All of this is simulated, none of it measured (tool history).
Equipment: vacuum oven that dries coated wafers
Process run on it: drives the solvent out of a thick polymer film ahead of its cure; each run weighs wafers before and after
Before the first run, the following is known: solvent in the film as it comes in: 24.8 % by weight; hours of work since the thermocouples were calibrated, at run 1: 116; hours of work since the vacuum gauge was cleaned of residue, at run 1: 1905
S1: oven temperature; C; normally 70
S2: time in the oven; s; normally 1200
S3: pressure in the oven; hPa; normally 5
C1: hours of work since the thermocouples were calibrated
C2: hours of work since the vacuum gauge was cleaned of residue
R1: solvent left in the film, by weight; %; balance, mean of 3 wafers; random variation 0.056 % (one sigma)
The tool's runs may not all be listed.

{"run": 1, "hour": 0.0, "S1": 70, "S2": 1200, "S3": 5, "C1": 116, "C2": 1905, "R1": 3.45}
{"run": 2, "hour": 54.8, "S1": 60, "S2": 1200, "S3": 5, "C1": 148, "C2": 1937, "R1": 7.51}
{"run": 3, "hour": 135.4, "S1": 70, "S2": 1200, "S3": 18.85, "C1": 195, "C2": 1984, "R1": 4.66}
{"run": 4, "hour": 197.1, "S1": 70, "S2": 1200, "S3": 18.85, "C1": 231, "C2": 2020, "R1": 4.68}
{"run": 5, "hour": 268.2, "S1": 70, "S2": 1200, "S3": 18.85, "C1": 272, "C2": 2062, "R1": 4.7}
{"run": 6, "hour": 353.2, "S1": 55, "S2": 1200, "S3": 5, "C1": 322, "C2": 2111, "R1": 10.3}
{"run": 7, "hour": 394.2, "S1": 55, "S2": 1200, "S3": 5, "C1": 346, "C2": 2135, "R1": 10.21}
{"run": 8, "hour": 449.7, "S1": 55, "S2": 1200, "S3": 5, "C1": 378, "C2": 2167, "R1": 10.45}
{"run": 9, "hour": 505.9, "S1": 55, "S2": 1200, "S3": 5, "C1": 411, "C2": 2200, "R1": 10.31}
{"run": 10, "hour": 543.0, "S1": 55, "S2": 1200, "S3": 5, "C1": 432, "C2": 2222, "R1": 10.89}
{"run": 11, "hour": 628.2, "S1": 55, "S2": 1200, "S3": 5, "C1": 482, "C2": 2271, "R1": 10.79}
{"run": 12, "hour": 689.3, "S1": 55, "S2": 720, "S3": 5, "C1": 518, "C2": 2307, "R1": 13.89}
{"run": 13, "hour": 746.7, "S1": 55, "S2": 720, "S3": 5, "C1": 551, "C2": 2340, "R1": 13.72}
{"run": 14, "hour": 801.4, "S1": 55, "S2": 720, "S3": 5, "C1": 583, "C2": 2372, "R1": 14.01}
{"run": 15, "hour": 850.0, "S1": 55, "S2": 720, "S3": 8.11, "C1": 611, "C2": 2401, "R1": 14.02}
{"run": 16, "hour": 933.7, "S1": 70, "S2": 1200, "S3": 2.96, "C1": 660, "C2": 2449, "R1": 3.67}
{"hour": 997.3, "done": "oven's thermocouples calibrated"}
{"run": 17, "hour": 1013.8, "S1": 70, "S2": 1200, "S3": 2.96, "C1": 10, "C2": 2495, "R1": 3.3}
{"run": 18, "hour": 1074.8, "S1": 72, "S2": 1200, "S3": 2.96, "C1": 45, "C2": 2531, "R1": 2.86}
{"run": 19, "hour": 1149.3, "S1": 72, "S2": 1200, "S3": 2.96, "C1": 89, "C2": 2574, "R1": 2.78}
{"run": 20, "hour": 1216.9, "S1": 72, "S2": 1200, "S3": 2.96, "C1": 128, "C2": 2613, "R1": 2.87}
{"hour": 1224.9, "done": "vacuum gauge cleaned of residue and calibrated"}
{"run": 21, "hour": 1267.0, "S1": 73, "S2": 1200, "S3": 2.9, "C1": 156, "C2": 25, "R1": 2.78}
{"run": 22, "hour": 1314.4, "S1": 73, "S2": 1200, "S3": 2.9, "C1": 184, "C2": 52, "R1": 2.89}
{"run": 23, "hour": 1401.1, "S1": 73, "S2": 1200, "S3": 2.9, "C1": 234, "C2": 103, "R1": 3.06}
{"run": 24, "hour": 1458.4, "S1": 73, "S2": 1200, "S3": 2.9, "C1": 268, "C2": 136, "R1": 2.99}
{"run": 25, "hour": 1541.2, "S1": 58, "S2": 1200, "S3": 2.9, "C1": 316, "C2": 184, "R1": 9.53}
{"hour": 1590.0, "done": "vacuum gauge cleaned of residue and calibrated, once more"}
{"run": 26, "hour": 1601.7, "S1": 69, "S2": 1200, "S3": 11.07, "C1": 351, "C2": 7, "R1": 3.46}
{"run": 27, "hour": 1641.9, "S1": 69, "S2": 1200, "S3": 11.07, "C1": 374, "C2": 30, "R1": 3.51}
{"run": 28, "hour": 1712.3, "S1": 70, "S2": 1200, "S3": 12.65, "C1": 415, "C2": 71, "R1": 3.33}
{"run": 29, "hour": 1758.2, "S1": 78, "S2": 660, "S3": 11.67, "C1": 442, "C2": 98, "R1": 3.55}
{"run": 30, "hour": 1804.7, "S1": 67, "S2": 660, "S3": 12.12, "C1": 469, "C2": 125, "R1": 8.37}
{"run": 31, "hour": 1856.1, "S1": 70, "S2": 660, "S3": 12.12, "C1": 499, "C2": 155, "R1": 7.04}
{"run": 32, "hour": 1907.4, "S1": 70, "S2": 660, "S3": 12.12, "C1": 529, "C2": 185, "R1": 7.06}
{"run": 33, "hour": 1974.8, "S1": 81, "S2": 1080, "S3": 7.95, "C1": 568, "C2": 224, "R1": 1.12}
{"run": 34, "hour": 2010.1, "S1": 81, "S2": 1080, "S3": 7.95, "C1": 589, "C2": 245, "R1": 1.01}
{"run": 35, "hour": 2084.0, "S1": 75, "S2": 780, "S3": 5, "C1": 632, "C2": 288, "R1": 3.36}
{"run": 36, "hour": 2140.0, "S1": 74, "S2": 1140, "S3": 5, "C1": 664, "C2": 321, "R1": 1.96}
{"run": 37, "hour": 2191.0, "S1": 74, "S2": 1140, "S3": 5, "C1": 694, "C2": 350, "R1": 2.02}
{"hour": 2197.8, "done": "oven's thermocouples calibrated"}
{"run": 38, "hour": 2274.7, "S1": 64, "S2": 720, "S3": 5, "C1": 45, "C2": 398, "R1": 8.82}

Here are 3 independent what-if runs from the current tool condition. What would each one return?
{"run": "A", "hour": 2328.2, "S1": 64, "S2": 960, "S3": 16.86, "C1": 76, "C2": 429, "R1": "?"}
{"run": "B", "hour": 2328.2, "S1": 62, "S2": 1020, "S3": 7.35, "C1": 76, "C2": 429, "R1": "?"}
{"run": "C", "hour": 2328.2, "S1": 70, "S2": 1200, "S3": 4.87, "C1": 76, "C2": 429, "R1": "?"}

run=A R1=7.96
run=B R1=7.38
run=C R1=2.83
Without the tool's hidden state the same runs would have given:
run=A R1=7.43
run=B R1=6.85
run=C R1=2.43
